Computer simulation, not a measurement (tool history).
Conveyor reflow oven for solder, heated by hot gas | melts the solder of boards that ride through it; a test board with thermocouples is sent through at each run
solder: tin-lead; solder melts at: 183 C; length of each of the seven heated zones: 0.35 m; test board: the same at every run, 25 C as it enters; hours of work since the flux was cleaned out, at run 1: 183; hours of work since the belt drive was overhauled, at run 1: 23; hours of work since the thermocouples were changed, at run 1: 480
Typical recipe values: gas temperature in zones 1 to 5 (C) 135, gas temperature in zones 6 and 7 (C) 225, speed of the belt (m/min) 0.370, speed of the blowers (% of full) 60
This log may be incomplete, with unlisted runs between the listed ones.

| run | day | gas temperature in zones 1 to 5 (C) | gas temperature in zones 6 and 7 (C) | speed of the belt (m/min) | speed of the blowers (% of full) | hours of work since the flux was cleaned out | hours of work since the belt drive was overhauled | hours of work since the thermocouples were changed | highest temperature of the board (C) | time above the solder's melting point (s) |
|---|---|---|---|---|---|---|---|---|---|---|
| 1 | 0.000 | 135 | 225 | 0.370 | 60 | 183 | 23 | 480 | 206.56 | 66.7 |
| 2 | 0.275 | 135 | 225 | 0.370 | 60 | 187 | 27 | 485 | 206.37 | 67.1 |
| 3 | 0.917 | 135 | 225 | 0.370 | 60 | 198 | 38 | 495 | 206.41 | 66.9 |
| 4 | 1.358 | 135 | 225 | 0.370 | 60 | 205 | 45 | 502 | 206.32 | 66.8 |
| 5 | 1.738 | 135 | 225 | 0.370 | 60 | 211 | 51 | 508 | 206.31 | 66.8 |
| 6 | 2.342 | 135 | 225 | 0.370 | 60 | 220 | 60 | 518 | 206.28 | 66.8 |
| 7 | 2.796 | 135 | 225 | 0.370 | 57 | 228 | 68 | 525 | 205.33 | 64.9 |
| 8 | 3.217 | 135 | 225 | 0.370 | 57 | 234 | 74 | 531 | 205.32 | 64.8 |
| 9 | 3.492 | 135 | 225 | 0.370 | 57 | 239 | 79 | 536 | 205.31 | 64.7 |
|  | 3.750 | flux residue cleaned out of gas plates and filters |
| 10 | 4.067 | 135 | 225 | 0.370 | 56 | 5 | 84 | 542 | 204.20 | 62.5 |
| 11 | 4.700 | 140 | 225 | 0.360 | 60 | 15 | 95 | 552 | 207.55 | 73.4 |
| 12 | 5.162 | 142 | 238 | 0.408 | 79 | 22 | 102 | 559 | 219.01 | 79.7 |
| 13 | 5.612 | 135 | 225 | 0.370 | 66 | 30 | 109 | 566 | 207.04 | 68.2 |
| 14 | 5.946 | 138 | 222 | 0.309 | 86 | 35 | 114 | 572 | 213.64 | 100.1 |
| 15 | 6.429 | 149 | 222 | 0.339 | 55 | 43 | 122 | 579 | 207.34 | 84.4 |
| 16 | 7.096 | 149 | 222 | 0.339 | 55 | 53 | 133 | 590 | 207.36 | 84.2 |
|  | 7.567 | flux residue cleaned out of gas plates and filters, once more |
| 17 | 7.888 | 149 | 222 | 0.300 | 55 | 5 | 142 | 599 | 212.32 | 106.9 |
| 18 | 8.538 | 149 | 222 | 0.300 | 55 | 15 | 152 | 610 | 212.19 | 107.1 |
| 19 | 8.992 | 131 | 225 | 0.306 | 58 | 23 | 159 | 617 | 212.20 | 92.7 |

Below are 5 alternative next runs, each starting from the tool's condition after run 19. Predict each:
| A | 9.467 | 131 | 218 | 0.328 | 78 | 30 | 167 | 624 | ? | ? |
| B | 9.467 | 125 | 225 | 0.392 | 60 | 30 | 167 | 624 | ? | ? |
| C | 9.467 | 135 | 234 | 0.418 | 60 | 30 | 167 | 624 | ? | ? |
| D | 9.467 | 131 | 231 | 0.420 | 58 | 30 | 167 | 624 | ? | ? |
| E | 9.467 | 131 | 225 | 0.379 | 80 | 30 | 167 | 624 | ? | ? |

| run | highest temperature of the board (C) | time above the solder's melting point (s) |
|---|---|---|
| A | 208.70 | 83.0 |
| B | 203.59 | 54.1 |
| C | 210.64 | 64.4 |
| D | 206.32 | 55.9 |
| E | 211.27 | 73.0 |
Stripped of hidden state, with their random variation kept, the same runs would have yielded:
| run | highest temperature of the board (C) | time above the solder's melting point (s) |
|---|---|---|
| A | 207.40 | 81.0 |
| B | 202.45 | 52.2 |
| C | 209.53 | 62.9 |
| D | 205.23 | 54.2 |
| E | 210.05 | 71.4 |
